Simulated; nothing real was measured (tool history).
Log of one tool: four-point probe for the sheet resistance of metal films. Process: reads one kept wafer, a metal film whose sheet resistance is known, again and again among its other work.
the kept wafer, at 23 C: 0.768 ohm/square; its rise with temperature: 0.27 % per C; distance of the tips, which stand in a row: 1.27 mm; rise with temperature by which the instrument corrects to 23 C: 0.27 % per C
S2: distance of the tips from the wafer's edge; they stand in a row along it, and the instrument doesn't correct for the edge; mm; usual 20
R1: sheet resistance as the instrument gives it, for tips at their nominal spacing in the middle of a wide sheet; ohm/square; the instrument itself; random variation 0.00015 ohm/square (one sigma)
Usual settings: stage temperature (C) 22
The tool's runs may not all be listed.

{"run": 1, "hour": 0.0, "stage temperature (C)": 22, "S2": 20, "R1": 0.768067}
{"run": 2, "hour": 103.1, "stage temperature (C)": 22, "S2": 20, "R1": 0.767849}
{"run": 3, "hour": 182.3, "stage temperature (C)": 22, "S2": 20, "R1": 0.768052}
{"run": 4, "hour": 261.7, "stage temperature (C)": 22, "S2": 20, "R1": 0.767456}
{"run": 5, "hour": 370.5, "stage temperature (C)": 22, "S2": 20, "R1": 0.767466}
{"run": 6, "hour": 444.1, "stage temperature (C)": 22, "S2": 20, "R1": 0.767547}
{"run": 7, "hour": 502.0, "stage temperature (C)": 22, "S2": 20, "R1": 0.767515}
{"run": 8, "hour": 607.8, "stage temperature (C)": 22, "S2": 20, "R1": 0.76718}
{"run": 9, "hour": 677.1, "stage temperature (C)": 22, "S2": 20, "R1": 0.767117}
{"run": 10, "hour": 768.2, "stage temperature (C)": 22, "S2": 20, "R1": 0.766913}
{"run": 11, "hour": 818.9, "stage temperature (C)": 22, "S2": 20, "R1": 0.766887}
{"run": 12, "hour": 881.2, "stage temperature (C)": 22, "S2": 20, "R1": 0.767008}
{"run": 13, "hour": 981.8, "stage temperature (C)": 22, "S2": 20, "R1": 0.76653}
{"run": 14, "hour": 1032.7, "stage temperature (C)": 22, "S2": 52, "R1": 0.765161}
{"run": 15, "hour": 1115.6, "stage temperature (C)": 22, "S2": 52, "R1": 0.765284}
{"run": 16, "hour": 1227.0, "stage temperature (C)": 22, "S2": 4, "R1": 0.804029}
{"run": 17, "hour": 1304.7, "stage temperature (C)": 22, "S2": 4, "R1": 0.804123}
{"run": 18, "hour": 1372.3, "stage temperature (C)": 22, "S2": 4, "R1": 0.803727}
{"run": 19, "hour": 1446.9, "stage temperature (C)": 22, "S2": 20, "R1": 0.766436}
{"run": 20, "hour": 1539.2, "stage temperature (C)": 25, "S2": 20, "R1": 0.76633}
{"run": 21, "hour": 1618.3, "stage temperature (C)": 25, "S2": 20, "R1": 0.766257}
{"run": 22, "hour": 1712.1, "stage temperature (C)": 25, "S2": 20, "R1": 0.765898}
{"run": 23, "hour": 1769.4, "stage temperature (C)": 20, "S2": 20, "R1": 0.766044}
{"run": 24, "hour": 1840.4, "stage temperature (C)": 22, "S2": 12, "R1": 0.768883}
{"run": 25, "hour": 1905.0, "stage temperature (C)": 22, "S2": 12, "R1": 0.768548}
{"run": 26, "hour": 1989.3, "stage temperature (C)": 34, "S2": 17, "R1": 0.766231}
{"run": 27, "hour": 2068.1, "stage temperature (C)": 28, "S2": 5, "R1": 0.789482}
{"run": 28, "hour": 2178.3, "stage temperature (C)": 27, "S2": 3, "R1": 0.830337}
{"hour": 2239.0, "done": "stage's thermometer calibrated"}
{"run": 29, "hour": 2293.2, "stage temperature (C)": 27, "S2": 3, "R1": 0.8312}
{"run": 30, "hour": 2349.3, "stage temperature (C)": 27, "S2": 3, "R1": 0.831407}
{"run": 31, "hour": 2446.6, "stage temperature (C)": 27, "S2": 18, "R1": 0.76629}
{"run": 32, "hour": 2562.2, "stage temperature (C)": 27, "S2": 18, "R1": 0.766284}
{"run": 33, "hour": 2652.3, "stage temperature (C)": 22, "S2": 30, "R1": 0.765276}
{"run": 34, "hour": 2745.7, "stage temperature (C)": 28, "S2": 34, "R1": 0.764467}
{"run": 35, "hour": 2822.3, "stage temperature (C)": 28, "S2": 34, "R1": 0.764617}
{"run": 36, "hour": 2889.4, "stage temperature (C)": 20, "S2": 11, "R1": 0.769738}
{"run": 37, "hour": 2950.4, "stage temperature (C)": 33, "S2": 6, "R1": 0.781756}
{"run": 38, "hour": 3037.8, "stage temperature (C)": 19, "S2": 5, "R1": 0.789664}
{"run": 39, "hour": 3147.1, "stage temperature (C)": 32, "S2": 53, "R1": 0.763821}
{"run": 40, "hour": 3237.9, "stage temperature (C)": 28, "S2": 22, "R1": 0.76497}
{"run": 41, "hour": 3342.5, "stage temperature (C)": 27, "S2": 22, "R1": 0.765059}
{"run": 42, "hour": 3406.1, "stage temperature (C)": 26, "S2": 8, "R1": 0.77361}
{"hour": 3456.8, "done": "new probe head fitted"}
{"run": 43, "hour": 3498.7, "stage temperature (C)": 18, "S2": 5, "R1": 0.793824}
{"run": 44, "hour": 3578.3, "stage temperature (C)": 18, "S2": 5, "R1": 0.793413}
{"run": 45, "hour": 3682.3, "stage temperature (C)": 18, "S2": 5, "R1": 0.793218}

Hidden state or all else? Some run-to-run changes of R1, split into what the settings, what came in and random variation would give without the hidden state, and what is left for the hidden state (with any gauge scatter that isn't in both results):
The hidden state here: inner tips' distance over the nominal, %; tips' flats over new ones', %; wafer's true temperature over the reading, C; drift of the gauge itself on sheet_ohm, %.
Run 15 -> 16: S2 52 -> 4. R1 +0.038745 ohm/square: hidden state -0.000276, all else +0.039021.
Run 27 -> 28: stage temperature (C) 28 -> 27, S2 5 -> 3. R1 +0.040855 ohm/square: hidden state -0.000343, all else +0.041198.
Run 28 -> 29: stage's thermometer calibrated. R1 +0.000863 ohm/square: hidden state +0.001118, all else -0.000255.
Run 30 -> 31: S2 3 -> 18. R1 -0.065117 ohm/square: hidden state +0.000135, all else -0.065252.
Run 42 -> 43: stage temperature (C) 26 -> 18, S2 8 -> 5, new probe head fitted. R1 +0.020214 ohm/square: hidden state +0.004331, all else +0.015883.

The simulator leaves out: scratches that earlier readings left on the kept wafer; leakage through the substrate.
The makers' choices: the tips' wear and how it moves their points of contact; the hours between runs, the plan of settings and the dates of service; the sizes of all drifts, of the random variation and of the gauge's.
